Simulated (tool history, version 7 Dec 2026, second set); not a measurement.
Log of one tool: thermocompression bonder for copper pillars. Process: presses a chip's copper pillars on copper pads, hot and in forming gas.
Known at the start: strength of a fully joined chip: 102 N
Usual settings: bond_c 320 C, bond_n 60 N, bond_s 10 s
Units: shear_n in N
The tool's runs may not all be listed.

run   hour  bond_c  bond_n  bond_s  shear_n
  1      0     320      60      10     60.2
  2   18.7     320      60      10     58.2
  3   32.8     320      60       8     54.8
  4   54.1     320      60      10     59.8
  5   71.8     320      60      10     58.4
  6   82.8     337      60      10     68.4
  7   94.2     290      60      10       40
  8  108.1     290      71      10     45.4
  9    120     290      71      10     45.6
 10  136.9     290      71      10     45.5
 11  157.7     290      71       7     39.1
 12  169.6     320      62      10       57
 13  190.3     320      62      10       59
 14    204     320      62      10     57.3
 15  216.1     304      38       8     31.6
 16  237.4     317      55      19     61.6
 17  246.6     317      55      19     64.7
 18  264.4     320      38      29     59.9
 19  283.8     307      38      24     48.8
     289.7  -- forming gas filter changed
 20  302.6     307      38      24     52.2
 21  321.9     307      38      24     51.8
 22  338.2     306      76       6     49.3
 23  348.5     320      60       5     46.5
 24  364.9     299      49      24     54.9
 25  381.3     299      49      24     53.5
 26  398.9     319      59      26     75.2
 27    415     337      42       7     50.6
 28  434.3     342      38      30     74.5

3 ways to go on from here, each from the tool as it stands after run 28. What would each give?
  A  444.9     320      38      21        ?
  B  444.9     320      60       6        ?
  C  444.9     320      48      10        ?

run  shear_n
  A     55.1
  B     49.5
  C     50.8
Without the tool's hidden state the same runs would have given:
run  shear_n
  A       59
  B     53.2
  C     54.5
